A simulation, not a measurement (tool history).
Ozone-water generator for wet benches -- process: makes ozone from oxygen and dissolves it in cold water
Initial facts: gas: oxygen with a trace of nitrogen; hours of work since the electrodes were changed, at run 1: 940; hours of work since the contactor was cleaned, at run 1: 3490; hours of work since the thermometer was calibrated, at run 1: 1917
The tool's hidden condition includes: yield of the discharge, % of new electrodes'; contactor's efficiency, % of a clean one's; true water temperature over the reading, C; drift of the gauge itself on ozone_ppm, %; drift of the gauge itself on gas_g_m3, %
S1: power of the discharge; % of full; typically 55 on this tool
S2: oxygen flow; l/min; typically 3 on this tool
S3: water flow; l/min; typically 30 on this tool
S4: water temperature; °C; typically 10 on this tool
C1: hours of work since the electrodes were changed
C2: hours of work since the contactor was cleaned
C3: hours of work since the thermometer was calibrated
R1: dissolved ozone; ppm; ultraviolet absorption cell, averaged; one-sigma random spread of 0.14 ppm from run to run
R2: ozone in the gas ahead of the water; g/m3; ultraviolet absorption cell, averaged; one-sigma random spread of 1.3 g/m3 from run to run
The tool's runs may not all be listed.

run,hour,S1,S2,S3,S4,C1,C2,C3,R1,R2
1,0,55,3,30,10,940,3490,1917,15.2,236
2,96.1,55,3,30,10,999,3549,1977,15.2,237.5
3,182.9,55,3,30,10,1053,3603,2030,15,235.3
4,252.5,55,3,30,10,1096,3646,2073,15.4,235.6
5,373.9,55,3,30,10,1171,3721,2148,15.4,234.4
6,500.4,55,3,30,10,1249,3799,2226,15.3,234.8
7,554.1,55,3,30,10,1282,3832,2260,15,235.1
8,649.7,55,3,30,10,1341,3891,2319,15.2,231.9
9,718,55,3,30,10,1383,3933,2361,15.2,233.2
10,808.5,55,3,30,10,1439,3989,2417,15,233.8
11,891.5,55,3,30,10,1490,4041,2468,15.1,232.4
12,955.1,55,3,46,10,1530,4080,2507,9.7,231.6
13,1025.6,55,3,30,10,1573,4123,2551,15.2,231.6
14,1131.4,55,3,30,10,1639,4189,2616,15.1,232.3
15,1206,55,3,30,10,1685,4235,2662,15.1,229.2
16,1290.6,55,3,30,10,1737,4287,2715,15,230.6
17,1363.4,68,3,31,7,1782,4332,2760,16.4,258
18,1419,68,3,31,7,1816,4367,2794,16.5,254.9
19,1476,62,3.06,32,10,1852,4402,2829,14.9,242.2
20,1571.5,62,3.06,32,10,1911,4461,2888,14.9,242.9
21,1682.9,62,3.06,19,10,1979,4530,2957,24.4,242.5
22,1804.6,62,3.06,19,10,2055,4605,3032,24.5,240.9
23,1919.9,62,3.06,19,10,2126,4676,3104,24.4,239.1
24,1971.8,55,4.09,41,10,2158,4708,3136,11.2,186.8
25,2096.2,52,3,30,10,2235,4785,3212,14.3,220.2
26,2151.3,52,3,30,10,2269,4819,3246,14.4,221.1
27,2277.9,52,3,30,10,2347,4897,3325,13.9,220.7
28,2349.2,55,1.51,24,6,2391,4941,3369,16.6,352.9
29,2402.9,50,1.51,24,7,2424,4974,3402,15.7,337
30,2473,50,1.51,24,7,2468,5018,3445,15.5,336.5
31,2584.8,50,1.99,24,7,2537,5087,3514,16.5,281.9
32,2665.8,85,2,30,10,2587,5137,3564,16.6,370

Here are 3 independent what-if runs from the current tool condition. What would each one return?
A,2783.8,85,2,30,5,2660,5210,3637,?,?
B,2783.8,60,2,20,6,2660,5210,3637,?,?
C,2783.8,85,4.45,30,7,2660,5210,3637,?,?

run,R1,R2
A,17.1,368.6
B,21.6,307.6
C,19.4,217.2
What these runs would have given with no unlogged condition in the tool:
run,R1,R2
A,19.9,403
B,24.4,331.2
C,22.6,237.4

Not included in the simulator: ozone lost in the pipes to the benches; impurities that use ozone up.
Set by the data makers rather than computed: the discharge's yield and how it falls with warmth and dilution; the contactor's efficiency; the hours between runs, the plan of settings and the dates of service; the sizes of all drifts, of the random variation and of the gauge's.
